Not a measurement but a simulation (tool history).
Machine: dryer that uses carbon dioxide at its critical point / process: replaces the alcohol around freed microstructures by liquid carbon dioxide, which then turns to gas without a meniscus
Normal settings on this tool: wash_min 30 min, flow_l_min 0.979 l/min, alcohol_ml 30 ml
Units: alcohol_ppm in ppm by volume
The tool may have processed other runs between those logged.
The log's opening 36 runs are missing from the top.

| run | hour | wash_min | flow_l_min | alcohol_ml | alcohol_ppm |
|---|---|---|---|---|---|
| 37 | 1342.2 | 30 | 1.526 | 30 | 25 |
| 38 | 1367.6 | 30 | 1.526 | 45 | 24 |
| 39 | 1418.3 | 30 | 1.251 | 103 | 32 |
| 40 | 1468.3 | 30 | 1.251 | 103 | 40 |
| 41 | 1508.3 | 30 | 1.251 | 103 | 41 |
| 42 | 1530.7 | 28 | 0.979 | 90 | 90 |
| 43 | 1582.8 | 28 | 0.979 | 90 | 102 |
| 44 | 1615.4 | 40 | 0.979 | 90 | 48 |
| 45 | 1646.3 | 35 | 0.699 | 30 | 71 |
| 46 | 1687.5 | 18 | 1.137 | 54 | 249 |
| 47 | 1737.4 | 18 | 1.137 | 54 | 258 |

3 options for the next run, each taken on its own from the tool as it stands now. Forecast them:
| A | 1759.9 | 30 | 0.788 | 48 | ? |
| B | 1759.9 | 30 | 1.015 | 30 | ? |
| C | 1759.9 | 38 | 1.137 | 22 | ? |

| run | alcohol_ppm |
|---|---|
| A | 136 |
| B | 57 |
| C | 52 |
The same runs, with their run-to-run variation unchanged, on a tool lacking any hidden condition would have given:
| run | alcohol_ppm |
|---|---|
| A | 48 |
| B | 8 |
| C | 12 |

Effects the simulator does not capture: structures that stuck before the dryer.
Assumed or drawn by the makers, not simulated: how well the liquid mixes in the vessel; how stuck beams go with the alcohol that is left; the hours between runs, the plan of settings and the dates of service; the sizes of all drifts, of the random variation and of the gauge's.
